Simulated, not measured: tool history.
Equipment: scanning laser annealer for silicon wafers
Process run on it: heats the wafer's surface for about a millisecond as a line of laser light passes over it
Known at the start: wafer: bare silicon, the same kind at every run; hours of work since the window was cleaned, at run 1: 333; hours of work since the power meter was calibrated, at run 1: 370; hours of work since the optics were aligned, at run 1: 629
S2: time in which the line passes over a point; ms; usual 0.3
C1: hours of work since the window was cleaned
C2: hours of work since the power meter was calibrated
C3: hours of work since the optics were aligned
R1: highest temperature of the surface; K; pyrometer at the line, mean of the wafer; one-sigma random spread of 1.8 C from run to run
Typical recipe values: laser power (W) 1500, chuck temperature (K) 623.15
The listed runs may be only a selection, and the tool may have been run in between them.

Run 1, hour 0: usual settings; C1 333; C2 370; C3 629. Result: R1 1326.15 K.
Run 2, hour 31.9: usual settings; C1 353; C2 390; C3 650. Result: R1 1327.15 K.
Run 3, hour 65.4: usual settings but laser power (W) 1634; C1 374; C2 412; C3 671. Result: R1 1381.15 K.
Run 4, hour 97.7: usual settings but laser power (W) 1634; C1 395; C2 432; C3 692. Result: R1 1384.15 K.
Run 5, hour 156.9: usual settings but laser power (W) 1634; C1 433; C2 470; C3 730. Result: R1 1384.15 K.
Run 6, hour 189.6: usual settings; C1 454; C2 491; C3 750. Result: R1 1325.15 K.
At hour 244: window over the wafer cleaned.
Run 7, hour 244: usual settings but laser power (W) 1603; C1 0; C2 524; C3 784. Result: R1 1369.15 K.
Run 8, hour 297.4: usual settings but laser power (W) 1603; C1 34; C2 559; C3 818. Result: R1 1372.15 K.
Run 9, hour 333.3: usual settings but laser power (W) 1603; C1 57; C2 581; C3 841. Result: R1 1366.15 K.
Run 10, hour 393.9: usual settings but laser power (W) 1603; C1 96; C2 620; C3 880. Result: R1 1370.15 K.
Run 11, hour 437.1: usual settings but laser power (W) 1603; C1 123; C2 648; C3 907. Result: R1 1370.15 K.
Run 12, hour 492.7: usual settings but chuck temperature (K) 655.15; C1 159; C2 683; C3 943. Result: R1 1360.15 K.
At hour 510.4: optics aligned, line set to its width.
Run 13, hour 530.4: usual settings but chuck temperature (K) 655.15; C1 180; C2 704; C3 13. Result: R1 1359.15 K.
Run 14, hour 581.8: usual settings but chuck temperature (K) 655.15; C1 213; C2 737; C3 46. Result: R1 1356.15 K.
Run 15, hour 624.7: usual settings but chuck temperature (K) 587.15; C1 240; C2 764; C3 73. Result: R1 1285.15 K.
Run 16, hour 675.8: usual settings but chuck temperature (K) 587.15; C1 273; C2 797; C3 106. Result: R1 1288.15 K.
Run 17, hour 726.8: usual settings but laser power (W) 1344, S2 0.247 ms, chuck temperature (K) 637.15; C1 305; C2 830; C3 138. Result: R1 1213.15 K.
Run 18, hour 780.6: usual settings but laser power (W) 1344, S2 0.247 ms, chuck temperature (K) 637.15; C1 339; C2 864; C3 173. Result: R1 1210.15 K.
Run 19, hour 831: usual settings but laser power (W) 1344, S2 0.247 ms, chuck temperature (K) 637.15; C1 372; C2 896; C3 205. Result: R1 1209.15 K.
Run 20, hour 882.5: usual settings but laser power (W) 1432, S2 0.214 ms, chuck temperature (K) 637.15; C1 405; C2 929; C3 238. Result: R1 1201.15 K.
Run 21, hour 910.4: usual settings but laser power (W) 1433, S2 0.347 ms, chuck temperature (K) 602.15; C1 422; C2 947; C3 255. Result: R1 1322.15 K.
Run 22, hour 954.7: usual settings but laser power (W) 1433, S2 0.347 ms, chuck temperature (K) 602.15; C1 451; C2 975; C3 284. Result: R1 1330.15 K.
At hour 1012.1: window over the wafer cleaned.
Run 23, hour 1016.2: usual settings but laser power (W) 1478, S2 0.347 ms, chuck temperature (K) 661.15; C1 3; C2 1013; C3 322. Result: R1 1408.15 K.
Run 24, hour 1075.4: usual settings but laser power (W) 1648, S2 0.331 ms, chuck temperature (K) 613.15; C1 40; C2 1051; C3 359. Result: R1 1416.15 K.
Run 25, hour 1120.3: usual settings but S2 0.377 ms; C1 69; C2 1080; C3 388. Result: R1 1416.15 K.
Run 26, hour 1180.1: usual settings but chuck temperature (K) 660.15; C1 107; C2 1118; C3 426. Result: R1 1361.15 K.
Run 27, hour 1238.4: usual settings but laser power (W) 1326, S2 0.216 ms, chuck temperature (K) 609.15; C1 145; C2 1155; C3 464. Result: R1 1137.15 K.
Run 28, hour 1265.1: usual settings but laser power (W) 1326, S2 0.216 ms, chuck temperature (K) 609.15; C1 162; C2 1172; C3 481. Result: R1 1137.15 K.
Run 29, hour 1315.7: usual settings but laser power (W) 1326, S2 0.216 ms, chuck temperature (K) 609.15; C1 194; C2 1204; C3 513. Result: R1 1139.15 K.
Run 30, hour 1360.6: usual settings but laser power (W) 1644, S2 0.306 ms, chuck temperature (K) 590.15; C1 223; C2 1233; C3 542. Result: R1 1358.15 K.
Run 31, hour 1388.2: usual settings but laser power (W) 1300, S2 0.314 ms, chuck temperature (K) 628.15; C1 240; C2 1251; C3 559. Result: R1 1261.15 K.
Run 32, hour 1448: usual settings but laser power (W) 1300, S2 0.314 ms, chuck temperature (K) 628.15; C1 278; C2 1289; C3 597. Result: R1 1261.15 K.

Predict each of these 3 candidate next runs independently; none follows another, all start after run 32:
Run A, hour 1499.8: usual settings but laser power (W) 1300, S2 0.226 ms, chuck temperature (K) 660.15; C1 311; C2 1322; C3 631. Result: R1 ?.
Run B, hour 1499.8: usual settings but laser power (W) 1300, S2 0.314 ms, chuck temperature (K) 654.15; C1 311; C2 1322; C3 631. Result: R1 ?.
Run C, hour 1499.8: usual settings but S2 0.288 ms, chuck temperature (K) 661.15; C1 311; C2 1322; C3 631. Result: R1 ?.

run       R1
  A  1189.15
  B  1287.15
  C  1347.15
Without the tool's unlogged condition, the same runs would have read:
run       R1
  A  1190.15
  B  1288.15
  C  1348.15

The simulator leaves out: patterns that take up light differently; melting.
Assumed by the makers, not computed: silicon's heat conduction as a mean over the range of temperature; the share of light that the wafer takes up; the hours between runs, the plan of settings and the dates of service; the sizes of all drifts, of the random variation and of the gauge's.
